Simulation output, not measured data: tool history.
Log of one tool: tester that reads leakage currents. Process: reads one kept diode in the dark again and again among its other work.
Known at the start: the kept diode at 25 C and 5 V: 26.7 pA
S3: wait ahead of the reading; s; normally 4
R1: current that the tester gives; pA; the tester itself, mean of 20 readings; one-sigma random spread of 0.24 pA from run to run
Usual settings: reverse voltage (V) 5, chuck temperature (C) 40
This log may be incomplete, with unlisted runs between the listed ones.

{"run": 1, "day": 0.0, "reverse voltage (V)": 5, "chuck temperature (C)": 40, "S3": 4, "R1": 81.66}
{"run": 2, "day": 1.417, "reverse voltage (V)": 5, "chuck temperature (C)": 40, "S3": 4, "R1": 81.81}
{"run": 3, "day": 3.329, "reverse voltage (V)": 5, "chuck temperature (C)": 40, "S3": 4, "R1": 82.31}
{"run": 4, "day": 4.546, "reverse voltage (V)": 17.26, "chuck temperature (C)": 40, "S3": 4, "R1": 148.9}
{"run": 5, "day": 6.025, "reverse voltage (V)": 5, "chuck temperature (C)": 40, "S3": 0.72, "R1": 82.24}
{"run": 6, "day": 6.979, "reverse voltage (V)": 5, "chuck temperature (C)": 40, "S3": 0.72, "R1": 82.68}
{"run": 7, "day": 8.321, "reverse voltage (V)": 5, "chuck temperature (C)": 40, "S3": 4, "R1": 82.2}
{"run": 8, "day": 10.471, "reverse voltage (V)": 5, "chuck temperature (C)": 40, "S3": 4, "R1": 82.43}
{"run": 9, "day": 12.45, "reverse voltage (V)": 5, "chuck temperature (C)": 40, "S3": 4, "R1": 82.87}
{"run": 10, "day": 13.946, "reverse voltage (V)": 1.19, "chuck temperature (C)": 40, "S3": 4.35, "R1": 42.27}

For run 11, what comes out?
{"run": 11, "day": 14.962, "reverse voltage (V)": 2.06, "chuck temperature (C)": 56, "S3": 0.49, "R1": "?"}

Run 11 came out at R1 151.91 pA.
With no hidden state in the tool, this same run would have given R1 152.01 pA.
